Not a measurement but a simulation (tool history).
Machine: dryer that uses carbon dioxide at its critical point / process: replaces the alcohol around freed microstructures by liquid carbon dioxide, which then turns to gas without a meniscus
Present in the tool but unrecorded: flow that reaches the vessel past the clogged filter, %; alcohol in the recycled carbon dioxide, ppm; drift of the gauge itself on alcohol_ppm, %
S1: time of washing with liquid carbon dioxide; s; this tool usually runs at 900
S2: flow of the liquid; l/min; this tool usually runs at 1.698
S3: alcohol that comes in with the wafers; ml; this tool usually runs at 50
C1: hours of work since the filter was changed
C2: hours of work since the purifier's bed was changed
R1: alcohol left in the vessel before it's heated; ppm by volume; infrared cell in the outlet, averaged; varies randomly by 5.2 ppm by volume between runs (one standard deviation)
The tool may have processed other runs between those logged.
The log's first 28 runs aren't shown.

| run | day | S1 | S2 | S3 | C1 | C2 | R1 |
|---|---|---|---|---|---|---|---|
| 29 | 22.833 | 1320 | 1.110 | 109 | 17 | 900 | 485 |
| 30 | 23.471 | 840 | 1.850 | 50 | 30 | 913 | 269 |
| 31 | 24.392 | 660 | 1.470 | 34 | 47 | 930 | 594 |
| 32 | 24.967 | 660 | 1.470 | 34 | 58 | 941 | 584 |
| 33 | 25.783 | 660 | 1.190 | 85 | 74 | 957 | 2184 |
| 34 | 26.212 | 660 | 1.190 | 85 | 82 | 965 | 2203 |
| 35 | 27.200 | 900 | 1.870 | 22 | 101 | 984 | 235 |
| 36 | 27.762 | 900 | 1.870 | 22 | 111 | 994 | 245 |
| 37 | 28.804 | 1140 | 2.850 | 22 | 131 | 1014 | 216 |
| 38 | 29.258 | 900 | 1.698 | 89 | 140 | 1023 | 447 |
| 39 | 29.862 | 960 | 2.560 | 23 | 151 | 1034 | 225 |

Run 40 has not been measured yet. What should we expect?
|  | 30.550 | purifier's bed changed |
| 40 | 30.550 | 1260 | 2.560 | 66 | 162 | 0 | ? |

R1: 6 ppm by volume
The same run, on a tool lacking any hidden state, would have yielded R1 5 ppm by volume.
